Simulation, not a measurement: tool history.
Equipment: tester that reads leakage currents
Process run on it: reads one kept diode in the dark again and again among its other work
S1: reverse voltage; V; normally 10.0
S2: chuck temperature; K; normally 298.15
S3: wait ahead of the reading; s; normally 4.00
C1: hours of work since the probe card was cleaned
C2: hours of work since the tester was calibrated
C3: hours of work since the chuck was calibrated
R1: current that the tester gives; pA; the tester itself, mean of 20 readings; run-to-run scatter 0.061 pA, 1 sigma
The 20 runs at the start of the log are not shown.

run 21 day=163.192 | S1=14.1 S2=298.15 S3=4.00 | C1=619 C2=460 C3=1225 | R1=19.26
run 22 day=173.938 | S1=1.3 S2=303.15 S3=1.93 | C1=807 C2=648 C3=1412 | R1=6.66
run 23 day=182.192 | S1=1.3 S2=303.15 S3=1.93 | C1=951 C2=792 C3=1556 | R1=6.86
run 24 day=191.133 | S1=9.1 S2=306.15 S3=4.21 | C1=1107 C2=948 C3=1712 | R1=27.26
run 25 day=201.688 | S1=10.0 S2=313.15 S3=0.61 | C1=1291 C2=1132 C3=1896 | R1=48.69
run 26 day=208.396 | S1=2.0 S2=313.15 S3=0.99 | C1=1408 C2=1249 C3=2014 | R1=18.74
-- day=211.675 chuck's temperature calibrated
run 27 day=215.821 | S1=6.9 S2=298.15 S3=8.01 | C1=1536 C2=1377 C3=72 | R1=15.83
run 28 day=224.454 | S1=6.9 S2=298.15 S3=8.01 | C1=1687 C2=1528 C3=223 | R1=16.48
-- day=232.096 probe card cleaned and baked
run 29 day=232.096 | S1=6.9 S2=298.15 S3=4.31 | C1=0 C2=1659 C3=354 | R1=9.44
run 30 day=237.388 | S1=3.3 S2=298.15 S3=1.18 | C1=92 C2=1752 C3=447 | R1=7.01
run 31 day=246.154 | S1=10.0 S2=311.15 S3=4.00 | C1=245 C2=1905 C3=600 | R1=33.73
run 32 day=258.454 | S1=10.0 S2=311.15 S3=4.00 | C1=460 C2=2119 C3=814 | R1=35.32
run 33 day=264.692 | S1=2.5 S2=298.15 S3=4.00 | C1=569 C2=2228 C3=923 | R1=6.61
run 34 day=275.254 | S1=17.2 S2=315.15 S3=4.00 | C1=753 C2=2413 C3=1108 | R1=65.65
run 35 day=280.792 | S1=17.2 S2=315.15 S3=4.00 | C1=850 C2=2509 C3=1204 | R1=67.06
run 36 day=292.362 | S1=17.2 S2=315.15 S3=4.00 | C1=1052 C2=2711 C3=1406 | R1=69.20
-- day=299.300 tester calibrated
run 37 day=302.300 | S1=17.2 S2=315.15 S3=4.00 | C1=1224 C2=52 C3=1578 | R1=70.13
run 38 day=313.679 | S1=17.2 S2=316.15 S3=4.00 | C1=1423 C2=251 C3=1777 | R1=76.93

Predict each of these 3 candidate next runs independently; none follows another, all start after run 38:
run A day=319.958 | S1=3.2 S2=300.15 S3=3.08 | C1=1532 C2=361 C3=1886 | R1=?
run B day=319.958 | S1=8.4 S2=298.15 S3=4.00 | C1=1532 C2=361 C3=1886 | R1=?
run C day=319.958 | S1=14.0 S2=298.15 S3=0.41 | C1=1532 C2=361 C3=1886 | R1=?

run=A R1=10.70
run=B R1=18.45
run=C R1=32.74
Without the tool's unlogged condition, the same runs would have read:
run=A R1=7.50
run=B R1=10.48
run=C R1=19.69
